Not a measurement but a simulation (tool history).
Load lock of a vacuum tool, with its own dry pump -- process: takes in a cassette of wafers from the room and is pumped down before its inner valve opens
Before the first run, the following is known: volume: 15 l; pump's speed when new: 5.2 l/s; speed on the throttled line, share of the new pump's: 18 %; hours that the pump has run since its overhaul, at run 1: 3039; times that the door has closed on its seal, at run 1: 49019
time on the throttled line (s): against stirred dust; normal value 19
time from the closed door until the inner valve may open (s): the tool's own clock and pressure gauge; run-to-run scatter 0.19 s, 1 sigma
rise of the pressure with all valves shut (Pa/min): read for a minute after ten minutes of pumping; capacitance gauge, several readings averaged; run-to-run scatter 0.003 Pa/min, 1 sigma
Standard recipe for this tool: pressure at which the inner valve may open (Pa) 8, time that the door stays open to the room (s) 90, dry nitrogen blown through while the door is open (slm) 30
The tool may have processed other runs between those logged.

run	hour	time on the throttled line (s)	pressure at which the inner valve may open (Pa)	time that the door stays open to the room (s)	dry nitrogen blown through while the door is open (slm)	hours that the pump has run since its overhaul	times that the door has closed on its seal	incoming humidity of the room's air, %	time from the closed door until the inner valve may open (s)	rise of the pressure with all valves shut (Pa/min)
1	0.0	19	8	90	30	3039	49019	47.8	44.1	0.300
2	134.9	26	8	90	30	3174	49624	45.3	49.9	0.297
3	288.7	26	8	90	30	3327	50314	46.1	49.7	0.309
4	391.8	19	8	90	30	3430	50777	41.8	44.0	0.301
5	517.1	19	8	90	30	3556	51339	43.7	44.0	0.315
6	651.3	19	8	90	30	3690	51941	43.3	43.8	0.312
7	739.9	19	8	90	30	3779	52338	48.1	43.9	0.320
8	821.7	19	8	90	30	3860	52705	46.7	44.2	0.330
9	955.8	19	8	90	30	3994	53307	43.0	44.0	0.329
10	1105.7	19	8	90	30	4144	53980	42.2	44.2	0.334
11	1240.7	19	8	90	30	4279	54586	46.2	44.3	0.339
12	1394.4	19	15	90	30	4433	55275	45.3	41.8	0.346
13	1558.0	19	15	90	30	4597	56009	44.5	42.2	0.354
14	1683.9	11	15	90	30	4723	56574	44.0	35.2	0.355
15	1787.6	28	8	90	13	4826	57039	43.2	51.4	0.378
16	1901.2	28	8	90	13	4940	57549	43.2	51.6	0.384
17	1980.7	28	8	90	13	5019	57905	48.2	51.5	0.399
18	2099.0	28	16	42	5	5138	58436	43.9	49.5	0.375
19	2181.5	28	16	42	8	5220	58806	44.1	49.1	0.379
20	2305.5	28	16	27	8	5344	59363	43.9	49.5	0.366
21	2454.1	31	8	90	11	5493	60030	45.4	53.7	0.414
22	2532.3	31	8	90	11	5571	60381	47.5	54.1	0.424
23	2676.7	31	8	90	11	5715	61029	44.6	54.3	0.419
24	2759.6	37	9	33	7	5798	61400	46.4	58.5	0.386
25	2830.4	27	7	26	9	5869	61718	43.2	51.0	0.383
26	2920.6	19	8	127	30	5959	62123	45.1	44.5	0.408
27	3076.0	19	8	79	4	6115	62820	48.0	44.5	0.462
28	3163.0	19	9	79	4	6202	63210	44.1	44.1	0.443

Hidden state or all else? Some run-to-run changes of time from the closed door until the inner valve may open (s), split into what the settings, what came in and random variation would give without the hidden state, and what is left for the hidden state (with any gauge scatter that isn't in both results):
Hidden state present: pump's speed, % of a new pump's; leak at the door's seal, Pa l/s; drift of the gauge itself on ready_s, %; drift of the gauge itself on rise_pa_min, %.
Run 14 -> 15: time on the throttled line (s) 11 -> 28, pressure at which the inner valve may open (Pa) 15 -> 8, dry nitrogen blown through while the door is open (slm) 30 -> 13. time from the closed door until the inner valve may open (s) +16.2: hidden state +0.0, all else +16.2.
Run 23 -> 24: time on the throttled line (s) 31 -> 37, pressure at which the inner valve may open (Pa) 8 -> 9, time that the door stays open to the room (s) 90 -> 33, dry nitrogen blown through while the door is open (slm) 11 -> 7. time from the closed door until the inner valve may open (s) +4.2: hidden state -0.2, all else +4.4.
Run 24 -> 25: time on the throttled line (s) 37 -> 27, pressure at which the inner valve may open (Pa) 9 -> 7, time that the door stays open to the room (s) 33 -> 26, dry nitrogen blown through while the door is open (slm) 7 -> 9. time from the closed door until the inner valve may open (s) -7.5: hidden state +0.2, all else -7.7.

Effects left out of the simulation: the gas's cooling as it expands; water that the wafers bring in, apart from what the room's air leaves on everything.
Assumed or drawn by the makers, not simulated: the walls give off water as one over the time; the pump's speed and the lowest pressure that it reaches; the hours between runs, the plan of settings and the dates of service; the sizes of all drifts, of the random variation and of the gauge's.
